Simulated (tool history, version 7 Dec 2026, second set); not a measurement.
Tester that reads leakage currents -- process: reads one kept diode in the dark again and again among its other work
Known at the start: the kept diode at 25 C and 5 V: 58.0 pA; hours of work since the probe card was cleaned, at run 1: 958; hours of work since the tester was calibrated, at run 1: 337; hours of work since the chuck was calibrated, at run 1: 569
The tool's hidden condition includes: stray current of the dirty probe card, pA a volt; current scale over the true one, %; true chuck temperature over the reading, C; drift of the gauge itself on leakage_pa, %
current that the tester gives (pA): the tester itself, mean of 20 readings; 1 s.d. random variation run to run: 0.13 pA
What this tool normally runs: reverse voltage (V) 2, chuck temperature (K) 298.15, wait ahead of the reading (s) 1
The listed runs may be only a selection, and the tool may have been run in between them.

run	day	reverse voltage (V)	chuck temperature (K)	wait ahead of the reading (s)	hours of work since the probe card was cleaned	hours of work since the tester was calibrated	hours of work since the chuck was calibrated	current that the tester gives (pA)
1	0	2	298.15	1	958	337	569	36.93
2	3.621	4.1	298.15	1	998	376	609	52.24
3	8.688	1.8	298.15	1	1054	432	665	34.65
4	13.212	1.8	298.15	1	1103	482	715	34.44
# day 16.246: chuck's temperature calibrated
5	16.383	16.74	298.15	1	1138	516	2	103.74
# day 18.621: probe card cleaned and baked
6	20.5	16.74	298.15	4.91	21	560	46	70.05
7	24.962	16.74	298.15	4.91	70	610	95	70.55
8	28.083	16.74	298.15	4.91	104	644	129	70.86
9	30.696	16.74	298.15	4.91	133	673	158	70.77
10	33.512	2	298.15	1	164	704	189	28.04
# day 35.529: chuck's temperature calibrated, once more
11	37.533	2	298.15	1	208	747	22	40.27
12	41.308	2.05	298.15	1	249	789	64	40.45
13	44.879	2	298.15	9.25	289	829	103	39.52
14	50.046	2	298.15	9.25	346	886	160	38.95
15	53.225	2	298.15	1	381	921	195	39.43
16	56.154	2	298.15	1	413	953	228	39.16
17	59.996	2	298.15	1	456	995	270	38.78
18	63.971	2	298.15	0.93	499	1039	314	38.61
19	66.65	2	298.15	0.93	529	1069	343	38.65
20	70.729	2	298.15	0.93	574	1114	388	37.71
21	74.996	7.25	296.15	3.37	621	1161	435	58.49
22	79.496	3.37	300.15	1.25	671	1210	485	55.4
23	83.762	1.02	298.15	0.75	718	1258	532	27.48
24	88.504	7.44	301.15	5.39	770	1310	585	85.25
25	93.742	2	298.15	5.59	828	1368	642	35.93
26	96.729	2.33	294.15	1	861	1401	675	28.7
27	100.271	2.33	294.15	1	900	1440	714	28.13
# day 103.6: chuck's temperature calibrated
28	104.9	1.25	301.15	6.9	950	1490	14	43.25
29	109.104	1.25	305.15	6.9	996	1536	61	59.5
30	114.038	15.95	298.15	1	1051	1591	115	120.05
31	116.883	2	298.15	1	1082	1622	147	41.71
32	119.792	2	298.15	1	1114	1654	179	41.32
33	122.179	1.87	317.15	2.06	1141	1680	205	173.21
# day 124.254: probe card cleaned and baked
34	126.938	1.93	296.15	1	30	1732	256	31.02
35	130.142	1.93	315.15	4.59	65	1767	291	143.88
36	133.271	1.93	315.15	4.59	99	1801	326	142.44
37	136.521	1.93	315.15	1.49	135	1837	362	141.72

Run 38, settings as shown, results not yet in. Your forecast:
38	138.662	1.07	295.15	1	159	1861	385	?

current that the tester gives (pA): 21.71
Had the tool carried no hidden state, the very same run would have given current that the tester gives (pA) 23.94.
